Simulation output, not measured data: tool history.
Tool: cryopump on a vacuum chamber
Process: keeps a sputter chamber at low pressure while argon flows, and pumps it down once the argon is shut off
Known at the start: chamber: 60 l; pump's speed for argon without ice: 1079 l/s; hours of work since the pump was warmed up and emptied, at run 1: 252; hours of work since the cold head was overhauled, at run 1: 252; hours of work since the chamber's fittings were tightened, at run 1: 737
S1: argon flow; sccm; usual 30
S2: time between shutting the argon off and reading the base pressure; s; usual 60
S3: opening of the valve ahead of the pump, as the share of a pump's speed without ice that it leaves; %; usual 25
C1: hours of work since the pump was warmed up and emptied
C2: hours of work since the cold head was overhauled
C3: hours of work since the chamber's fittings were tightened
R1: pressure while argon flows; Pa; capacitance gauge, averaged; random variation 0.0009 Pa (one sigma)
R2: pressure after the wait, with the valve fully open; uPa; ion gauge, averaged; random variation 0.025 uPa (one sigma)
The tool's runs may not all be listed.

run 1 hour=0.0 | S1=30 S2=60 S3=25 | C1=252 C2=252 C3=737 | R1=0.1897 R2=2.79
run 2 hour=9.6 | S1=31 S2=60 S3=25 | C1=256 C2=256 C3=741 | R1=0.1973 R2=2.74
run 3 hour=19.5 | S1=31 S2=60 S3=25 | C1=260 C2=260 C3=745 | R1=0.1981 R2=2.72
run 4 hour=39.4 | S1=31 S2=60 S3=25 | C1=268 C2=268 C3=753 | R1=0.1973 R2=2.69
run 5 hour=49.3 | S1=30 S2=60 S3=40 | C1=272 C2=272 C3=757 | R1=0.1204 R2=2.73
run 6 hour=63.6 | S1=30 S2=60 S3=40 | C1=278 C2=278 C3=763 | R1=0.1208 R2=2.79
run 7 hour=75.3 | S1=30 S2=60 S3=40 | C1=283 C2=283 C3=768 | R1=0.1212 R2=2.80
run 8 hour=91.4 | S1=30 S2=60 S3=40 | C1=290 C2=290 C3=775 | R1=0.1197 R2=2.88
run 9 hour=107.3 | S1=30 S2=60 S3=40 | C1=296 C2=296 C3=782 | R1=0.1211 R2=2.85
run 10 hour=121.3 | S1=30 S2=193 S3=40 | C1=302 C2=302 C3=787 | R1=0.1210 R2=2.38
run 11 hour=133.3 | S1=30 S2=193 S3=40 | C1=307 C2=307 C3=793 | R1=0.1204 R2=2.43
run 12 hour=153.7 | S1=59 S2=71 S3=25 | C1=316 C2=316 C3=801 | R1=0.3774 R2=2.79

Forecast run 13:
run 13 hour=171.7 | S1=32 S2=173 S3=58 | C1=323 C2=323 C3=809 | R1=? R2=?

Run 13 gave R1 0.0902 Pa, R2 2.51 uPa.
Without the tool's hidden state the same run would have given R1 0.0859 Pa, R2 0.55 uPa.
